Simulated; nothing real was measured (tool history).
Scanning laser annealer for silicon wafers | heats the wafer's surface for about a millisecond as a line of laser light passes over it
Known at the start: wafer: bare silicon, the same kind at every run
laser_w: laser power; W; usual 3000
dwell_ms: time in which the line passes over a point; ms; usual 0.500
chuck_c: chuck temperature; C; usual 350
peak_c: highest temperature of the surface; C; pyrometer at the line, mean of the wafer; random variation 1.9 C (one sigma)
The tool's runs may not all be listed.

{"run": 1, "hour": 0.0, "laser_w": 3000, "dwell_ms": 0.5, "chuck_c": 350, "peak_c": 1132}
{"run": 2, "hour": 9.2, "laser_w": 3000, "dwell_ms": 0.5, "chuck_c": 350, "peak_c": 1137}
{"run": 3, "hour": 16.6, "laser_w": 3000, "dwell_ms": 0.5, "chuck_c": 350, "peak_c": 1134}
{"run": 4, "hour": 25.8, "laser_w": 3000, "dwell_ms": 0.5, "chuck_c": 350, "peak_c": 1134}
{"run": 5, "hour": 31.3, "laser_w": 3000, "dwell_ms": 0.5, "chuck_c": 350, "peak_c": 1131}
{"run": 6, "hour": 37.2, "laser_w": 3000, "dwell_ms": 0.5, "chuck_c": 350, "peak_c": 1131}
{"run": 7, "hour": 46.2, "laser_w": 3000, "dwell_ms": 0.5, "chuck_c": 350, "peak_c": 1134}
{"run": 8, "hour": 50.3, "laser_w": 3000, "dwell_ms": 0.5, "chuck_c": 350, "peak_c": 1128}
{"run": 9, "hour": 60.0, "laser_w": 3000, "dwell_ms": 0.5, "chuck_c": 350, "peak_c": 1128}
{"run": 10, "hour": 64.5, "laser_w": 3000, "dwell_ms": 0.5, "chuck_c": 350, "peak_c": 1131}
{"run": 11, "hour": 70.0, "laser_w": 3000, "dwell_ms": 0.5, "chuck_c": 350, "peak_c": 1128}
{"run": 12, "hour": 77.8, "laser_w": 3000, "dwell_ms": 0.418, "chuck_c": 350, "peak_c": 1074}
{"run": 13, "hour": 85.1, "laser_w": 3000, "dwell_ms": 0.5, "chuck_c": 344, "peak_c": 1123}
{"run": 14, "hour": 92.1, "laser_w": 2562, "dwell_ms": 0.498, "chuck_c": 350, "peak_c": 1008}
{"run": 15, "hour": 99.8, "laser_w": 2853, "dwell_ms": 0.498, "chuck_c": 318, "peak_c": 1054}

Forecast run 16:
{"run": 16, "hour": 109.6, "laser_w": 3300, "dwell_ms": 0.375, "chuck_c": 361, "peak_c": "?"}

{"run 16": {"peak_c": 1122}}
Without the tool's hidden state the same run would have given peak_c 1150 C.

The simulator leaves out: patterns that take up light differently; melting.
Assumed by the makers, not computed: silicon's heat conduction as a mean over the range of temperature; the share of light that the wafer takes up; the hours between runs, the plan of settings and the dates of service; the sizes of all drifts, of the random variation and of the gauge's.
